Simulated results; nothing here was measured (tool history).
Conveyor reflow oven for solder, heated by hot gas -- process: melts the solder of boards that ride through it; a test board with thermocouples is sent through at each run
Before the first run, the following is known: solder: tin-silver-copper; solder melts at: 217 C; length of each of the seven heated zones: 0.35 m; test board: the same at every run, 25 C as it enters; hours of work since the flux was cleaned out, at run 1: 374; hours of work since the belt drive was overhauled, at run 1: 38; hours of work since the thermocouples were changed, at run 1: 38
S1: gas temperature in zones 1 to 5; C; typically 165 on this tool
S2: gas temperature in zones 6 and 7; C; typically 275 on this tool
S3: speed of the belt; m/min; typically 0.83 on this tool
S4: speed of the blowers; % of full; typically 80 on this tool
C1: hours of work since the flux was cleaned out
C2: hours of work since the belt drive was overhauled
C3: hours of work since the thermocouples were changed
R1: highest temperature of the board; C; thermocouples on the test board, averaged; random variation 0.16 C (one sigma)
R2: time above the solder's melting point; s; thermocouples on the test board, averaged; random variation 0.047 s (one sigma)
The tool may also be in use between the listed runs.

run     day   S1   S2     S3  S4   C1   C2   C3     R1     R2
  1       0  165  275   0.83  80  374   38   38    260  39.73
  2   0.542  165  275   0.83  80  383   46   46    260  39.57
  3   1.083  165  275   0.83  80  391   55   55  259.8  39.58
      1.442  -- flux residue cleaned out of gas plates and filters
  4   1.846  165  275   0.83  80    6   63   63  262.4  40.84
  5   2.158  154  275   0.83  80   11   68   68  260.8  38.34
  6   2.875  165  275  0.715  80   22   78   78    266  49.52
  7   3.538  165  275  0.715  80   31   88   88  266.1  49.49
  8   3.867  165  275  0.715  80   36   93   93    266   49.5
  9   4.229  165  275  0.715  80   42   99   99    266  49.46
 10     4.8  165  275  0.715  80   50  107  107  266.3  49.47
 11     5.5  165  275  0.676  80   61  118  118  267.5  53.12
 12   5.888  163  275  0.676  80   67  124  124  267.2   52.5
        6.1  -- belt drive overhauled, speed set with a stopwatch
 13   6.775  165  275  0.677  80   78   10  134  267.4  52.86
 14   7.317  165  275  0.677  80   86   18  143  267.3  52.98
 15   7.988  165  275   0.83  80   96   28  153    262  40.66
      8.533  -- belt drive overhauled, speed set with a stopwatch, once more
 16   8.533  165  275   0.83  80  102    0  158    262  40.58
 17   9.133  161  276  0.949  61  111    9  167  250.4  29.03
 18   9.508  160  266  0.881  63  116   15  173  245.7  29.14
 19  10.129  165  278   0.83  52  126   24  182  254.7  36.34
 20  10.525  165  278   0.83  52  131   30  188  254.6  36.18
 21  11.192  165  286   0.83  52  141   40  198  261.5  39.27
 22  11.612  163  286   0.83  54  148   46  205  262.1  39.24
 23   12.15  165  287  0.958  59  156   54  213  259.3  32.92
 24  12.621  165  287  0.958  59  163   61  220  259.1   32.9
 25  13.308  179  276  0.746  51  173   72  230  259.3  46.71
 26  14.058  179  276  0.746  59  185   83  241  261.8  48.25
 27  14.612  152  288  0.672  77  193   91  250  278.1  54.11
 28  15.075  165  275  0.892  80  200   98  257  259.2  36.41
 29  15.783  165  270  0.787  66  211  109  267  254.6  39.44
 30  16.104  165  269   0.83  80  215  114  272  255.7   38.3

What if the next run were any one of these 3? Each begins from the tool's condition after run 30:
  A  16.754  165  269   0.83  80  225  124  282   ?   ?
  B  16.754  172  269  0.876  61  225  124  282   ?   ?
  C  16.754  175  269   0.83  80  225  124  282   ?   ?

run     R1     R2
  A  255.7  38.25
  B  249.9  33.71
  C  257.4  40.97
What these runs would have given with no unlogged condition in the tool:
run     R1     R2
  A  256.8  38.88
  B    251  34.35
  C  258.4  41.46
